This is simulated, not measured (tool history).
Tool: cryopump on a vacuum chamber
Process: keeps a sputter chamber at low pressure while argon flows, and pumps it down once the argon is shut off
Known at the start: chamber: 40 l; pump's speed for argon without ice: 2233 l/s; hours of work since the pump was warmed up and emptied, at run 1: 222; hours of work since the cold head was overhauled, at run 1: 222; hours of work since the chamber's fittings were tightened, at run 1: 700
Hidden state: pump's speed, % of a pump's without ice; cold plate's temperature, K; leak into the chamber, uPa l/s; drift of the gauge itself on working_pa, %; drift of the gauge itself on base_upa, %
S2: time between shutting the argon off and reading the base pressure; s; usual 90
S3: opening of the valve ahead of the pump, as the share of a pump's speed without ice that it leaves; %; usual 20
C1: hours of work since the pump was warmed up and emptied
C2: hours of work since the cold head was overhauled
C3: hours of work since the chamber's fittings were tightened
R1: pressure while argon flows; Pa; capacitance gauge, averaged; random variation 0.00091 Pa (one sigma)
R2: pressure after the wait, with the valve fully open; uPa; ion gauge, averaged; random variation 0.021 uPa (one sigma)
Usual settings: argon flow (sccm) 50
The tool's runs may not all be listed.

run 1 hour=0 | argon_flow_(sccm)=50 S2=90 S3=20 | C1=222 C2=222 C3=700 | R1=0.1931 R2=0.85
run 2 hour=14.6 | argon_flow_(sccm)=50 S2=90 S3=20 | C1=232 C2=232 C3=711 | R1=0.1917 R2=0.88
run 3 hour=24.8 | argon_flow_(sccm)=50 S2=90 S3=20 | C1=239 C2=239 C3=718 | R1=0.1935 R2=0.88
run 4 hour=41.1 | argon_flow_(sccm)=94 S2=90 S3=20 | C1=251 C2=251 C3=729 | R1=0.3665 R2=0.89
run 5 hour=54.5 | argon_flow_(sccm)=94 S2=90 S3=20 | C1=260 C2=260 C3=738 | R1=0.3657 R2=0.9
run 6 hour=71.3 | argon_flow_(sccm)=41 S2=78 S3=40 | C1=272 C2=272 C3=750 | R1=0.0816 R2=0.97
run 7 hour=80.4 | argon_flow_(sccm)=48 S2=84 S3=23 | C1=278 C2=278 C3=756 | R1=0.1643 R2=0.96

Run 8 comes next. What will it give?
run 8 hour=94.2 | argon_flow_(sccm)=48 S2=84 S3=23 | C1=288 C2=288 C3=766 | R1=? R2=?

Run 8 gave R1 0.1644 Pa, R2 0.96 uPa.
Without the tool's hidden state the same run would have given R1 0.1585 Pa, R2 0.56 uPa.
